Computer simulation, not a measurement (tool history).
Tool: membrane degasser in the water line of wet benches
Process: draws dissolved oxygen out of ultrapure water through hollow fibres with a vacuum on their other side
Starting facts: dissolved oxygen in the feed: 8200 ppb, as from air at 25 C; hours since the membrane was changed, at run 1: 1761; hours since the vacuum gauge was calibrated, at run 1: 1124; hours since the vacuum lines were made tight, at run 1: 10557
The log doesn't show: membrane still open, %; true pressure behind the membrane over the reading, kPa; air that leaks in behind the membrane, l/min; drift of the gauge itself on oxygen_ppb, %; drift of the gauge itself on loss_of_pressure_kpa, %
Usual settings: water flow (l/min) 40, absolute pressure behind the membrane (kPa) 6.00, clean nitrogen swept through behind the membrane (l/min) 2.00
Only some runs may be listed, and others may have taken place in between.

run	hour	water flow (l/min)	absolute pressure behind the membrane (kPa)	clean nitrogen swept through behind the membrane (l/min)	hours since the membrane was changed	hours since the vacuum gauge was calibrated	hours since the vacuum lines were made tight	dissolved oxygen in the water behind the degasser (ppb)	pressure that the water loses in the fibres (kPa)
1	0.0	40	6.00	2.00	1761	1124	10557	148.3	42.73
2	38.7	40	5.38	2.00	1800	1162	10595	121.2	42.39
3	76.7	29	5.38	2.00	1838	1201	10633	78.3	30.94
4	98.9	29	5.38	2.00	1860	1223	10656	78.1	31.08
5	123.2	29	5.38	2.00	1885	1247	10680	80.0	30.99
6	167.1	29	5.38	2.00	1928	1291	10724	79.7	30.72
7	209.7	53	6.00	2.00	1971	1334	10766	228.0	56.38
8	236.3	53	6.00	2.00	1998	1360	10793	228.7	56.96
9	281.5	53	6.00	2.00	2043	1405	10838	225.8	56.27
10	315.3	53	6.00	2.00	2077	1439	10872	226.5	56.31
11	355.9	53	6.00	2.00	2117	1480	10913	225.3	56.47
12	387.5	53	6.00	2.00	2149	1511	10944	226.2	56.30
13	434.3	40	6.00	2.00	2196	1558	10991	151.2	42.66
14	469.7	40	6.00	2.00	2231	1594	11026	150.6	42.73
15	497.1	40	6.00	2.39	2258	1621	11054	132.0	42.79
16	520.8	40	6.00	2.00	2282	1645	11078	147.6	42.82
17	560.0	40	6.00	2.00	2321	1684	11117	150.6	42.60
18	598.1	40	4.65	3.33	2359	1722	11155	67.4	42.52
19	635.3	40	4.65	2.82	2397	1759	11192	74.5	42.63
# hour 640.9: seals of the vacuum lines changed
20	670.4	40	4.65	2.82	2430	1792	30	75.1	43.02
21	697.9	40	6.00	3.28	2457	1820	57	104.7	42.59
22	717.6	40	6.00	3.28	2477	1839	77	105.9	42.64
23	752.3	38	7.38	0.95	2512	1874	111	340.4	40.74
24	787.7	38	7.38	1.49	2547	1909	147	249.1	40.72
25	807.7	38	7.38	1.49	2567	1929	167	252.7	41.04
26	845.2	38	7.38	1.49	2605	1967	204	249.7	40.62
27	871.3	26	8.21	4.59	2631	1993	230	71.3	28.06
28	917.9	26	8.21	4.59	2677	2040	277	72.0	27.77
29	956.5	26	9.20	2.58	2716	2078	316	144.1	27.84
30	999.4	40	8.75	4.54	2759	2121	359	142.1	42.98
31	1046.5	40	6.00	1.51	2806	2168	406	182.4	42.88
32	1082.4	55	10.56	1.51	2842	2204	442	594.4	59.30

Difference, measured minus no-hidden-state, one row per run. Run-to-run variation is common to both terms; the gauge's own scatter need not be:
run	dissolved oxygen in the water behind the degasser (ppb)	pressure that the water loses in the fibres (kPa)
1	+1.1	+0.51
2	+1.1	+0.52
3	+0.2	+0.39
4	+0.3	+0.40
5	+0.3	+0.39
6	+0.4	+0.41
7	+3.5	+0.75
8	+3.6	+0.78
9	+3.7	+0.79
10	+3.8	+0.79
11	+3.9	+0.81
12	+4.1	+0.83
13	+2.0	+0.64
14	+2.0	+0.65
15	+2.2	+0.65
16	+2.1	+0.66
17	+2.2	+0.67
18	+2.3	+0.68
19	+2.3	+0.70
20	+2.2	+0.71
21	+2.2	+0.72
22	+2.2	+0.72
23	+1.2	+0.70
24	+1.6	+0.70
25	+1.7	+0.72
26	+1.8	+0.73
27	+0.5	+0.51
28	+0.5	+0.51
29	+0.5	+0.52
30	+2.8	+0.81
31	+2.6	+0.82
32	+6.3	+1.15
